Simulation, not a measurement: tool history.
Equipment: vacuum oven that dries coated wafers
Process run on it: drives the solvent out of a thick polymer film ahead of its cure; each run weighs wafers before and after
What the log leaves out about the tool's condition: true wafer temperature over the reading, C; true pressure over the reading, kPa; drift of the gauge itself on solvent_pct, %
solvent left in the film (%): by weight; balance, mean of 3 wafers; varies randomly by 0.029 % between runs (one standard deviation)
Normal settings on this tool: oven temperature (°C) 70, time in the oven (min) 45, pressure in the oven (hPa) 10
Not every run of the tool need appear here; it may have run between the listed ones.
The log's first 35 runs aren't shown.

run    hour  oven temperature (°C)  time in the oven (min)  pressure in the oven (hPa)  hours of work since the thermocouples were calibrated  hours of work since the vacuum gauge was cleaned of residue  solvent left in the film (%)
 36   768.7                     73                      65                        18.4                                                    174                                                          929                          1.68
 37     791                     73                      65                        18.4                                                    186                                                          940                          1.66
 38   809.7                     60                      23                        18.4                                                    195                                                          949                         10.35
 39   823.7                     83                      45                        33.2                                                    202                                                          956                          1.85
 40   841.1                     83                      45                        33.2                                                    211                                                          965                          1.77
 41   863.8                     70                      47                         7.8                                                    222                                                          976                           1.5
 42     894                     70                      47                         7.8                                                    237                                                          991                           1.5
 43   916.3                     70                      31                         5.4                                                    248                                                         1002                          2.58
 44   939.8                     70                      31                         5.4                                                    260                                                         1014                          2.61
 45   969.6                     70                      31                         5.4                                                    275                                                         1029                          2.54
 46  1001.6                     80                      30                         9.8                                                    291                                                         1045                          0.95

What if the next run were any one of these 3? Each begins from the tool's condition after run 46:
  A  1029.6                     57                      45                          10                                                    305                                                         1059                             ?
  B  1029.6                     67                      30                          32                                                    305                                                         1059                             ?
  C  1029.6                     81                      30                        39.8                                                    305                                                         1059                             ?

run  solvent left in the film (%)
  A                          6.87
  B                          6.06
  C                          2.48
Without the tool's unlogged condition, the same runs would have read:
run  solvent left in the film (%)
  A                          6.73
  B                          6.01
  C                          2.35
